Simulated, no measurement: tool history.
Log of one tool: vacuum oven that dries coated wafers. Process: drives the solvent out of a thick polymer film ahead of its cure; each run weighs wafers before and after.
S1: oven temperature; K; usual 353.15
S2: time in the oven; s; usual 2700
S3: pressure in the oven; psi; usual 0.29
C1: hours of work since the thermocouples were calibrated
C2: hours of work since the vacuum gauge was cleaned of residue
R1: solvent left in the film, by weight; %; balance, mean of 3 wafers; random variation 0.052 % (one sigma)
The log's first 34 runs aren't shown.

| run | hour | S1 | S2 | S3 | C1 | C2 | R1 |
|---|---|---|---|---|---|---|---|
| 35 | 332.8 | 357.15 | 3960 | 0.27 | 30 | 229 | 0.68 |
| 36 | 345.6 | 357.15 | 2400 | 1.043 | 35 | 235 | 2.8 |
| 37 | 351.5 | 345.15 | 2160 | 0.698 | 38 | 237 | 6.32 |
| 38 | 361.3 | 345.15 | 2160 | 0.698 | 42 | 241 | 6.39 |
| 39 | 369.5 | 341.15 | 1440 | 0.348 | 45 | 245 | 10.09 |
| 40 | 378.1 | 352.15 | 2100 | 0.609 | 49 | 248 | 3.04 |
| 41 | 385.3 | 361.15 | 3180 | 0.519 | 52 | 251 | 1.03 |
| 42 | 394.1 | 365.15 | 2640 | 0.2 | 56 | 255 | 0.4 |
| 43 | 407.4 | 350.15 | 2700 | 0.935 | 61 | 261 | 3.95 |
| 44 | 418.3 | 354.15 | 2400 | 0.26 | 66 | 265 | 1.41 |
| 45 | 424.8 | 354.15 | 2400 | 0.26 | 68 | 268 | 1.47 |
| 46 | 433.3 | 358.15 | 3060 | 1.133 | 72 | 271 | 2.64 |

3 ways to go on from here, each from the tool as it stands after run 46. What would each give?
| A | 443.5 | 363.15 | 2880 | 0.155 | 76 | 276 | ? |
| B | 443.5 | 349.15 | 1500 | 1.133 | 76 | 276 | ? |
| C | 443.5 | 353.15 | 2700 | 0.29 | 76 | 276 | ? |

| run | R1 |
|---|---|
| A | 0.26 |
| B | 7.6 |
| C | 1.46 |
Without the tool's hidden state the same runs would have given:
| run | R1 |
|---|---|
| A | 0.25 |
| B | 7.78 |
| C | 1.5 |
